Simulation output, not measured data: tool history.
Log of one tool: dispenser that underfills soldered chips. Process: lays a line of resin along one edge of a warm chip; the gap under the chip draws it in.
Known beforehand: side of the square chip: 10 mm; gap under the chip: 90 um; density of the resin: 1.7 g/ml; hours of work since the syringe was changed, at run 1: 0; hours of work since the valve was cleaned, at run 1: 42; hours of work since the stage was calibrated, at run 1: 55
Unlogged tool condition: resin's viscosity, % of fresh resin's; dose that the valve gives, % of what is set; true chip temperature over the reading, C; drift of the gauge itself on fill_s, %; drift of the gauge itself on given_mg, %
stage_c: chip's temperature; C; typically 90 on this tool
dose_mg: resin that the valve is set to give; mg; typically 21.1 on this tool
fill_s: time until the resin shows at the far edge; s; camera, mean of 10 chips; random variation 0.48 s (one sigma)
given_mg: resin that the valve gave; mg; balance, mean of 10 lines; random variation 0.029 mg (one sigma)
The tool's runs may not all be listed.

run	day	stage_c	dose_mg	hours of work since the syringe was changed	hours of work since the valve was cleaned	hours of work since the stage was calibrated	fill_s	given_mg
1	0.000	90	21.1	0	42	55	38.9	20.74
2	0.154	90	21.1	3	44	57	44.1	20.70
3	0.254	90	21.1	5	46	59	46.0	20.76
4	0.383	90	21.1	7	48	61	51.5	20.72
5	0.492	90	21.1	9	50	63	55.7	20.67
# day 0.625: new syringe of resin
6	0.650	90	21.1	0	52	65	38.5	20.71
7	0.733	90	21.1	2	54	67	42.4	20.68
8	0.879	90	21.1	4	56	69	46.3	20.71
9	1.008	89	21.1	6	58	71	50.8	20.70
10	1.100	89	21.1	8	60	73	55.6	20.63
11	1.225	89	21.1	10	62	75	61.4	20.67
# day 1.271: new syringe of resin
12	1.354	90	21.3	1	64	77	40.0	20.85
# day 1.429: dispensing valve cleaned and set on the balance
13	1.479	90	21.3	3	1	78	42.9	21.36
14	1.654	90	21.3	6	4	81	49.8	21.31
15	1.817	90	21.3	8	6	84	55.7	21.32
16	1.925	90	26.6	10	8	85	57.2	26.58
# day 1.958: new syringe of resin
17	2.100	90	24.0	2	11	88	41.3	23.95
18	2.262	89	24.5	5	14	91	49.9	24.49
19	2.433	78	27.0	8	16	94	78.3	26.84

What will run 20 give?
20	2.525	78	27.0	9	18	95	?	?

fill_s: 82.7 s
given_mg: 26.91 mg
Had the tool carried no hidden state, the very same run would have given fill_s 52.0 s, given_mg 27.01 mg.

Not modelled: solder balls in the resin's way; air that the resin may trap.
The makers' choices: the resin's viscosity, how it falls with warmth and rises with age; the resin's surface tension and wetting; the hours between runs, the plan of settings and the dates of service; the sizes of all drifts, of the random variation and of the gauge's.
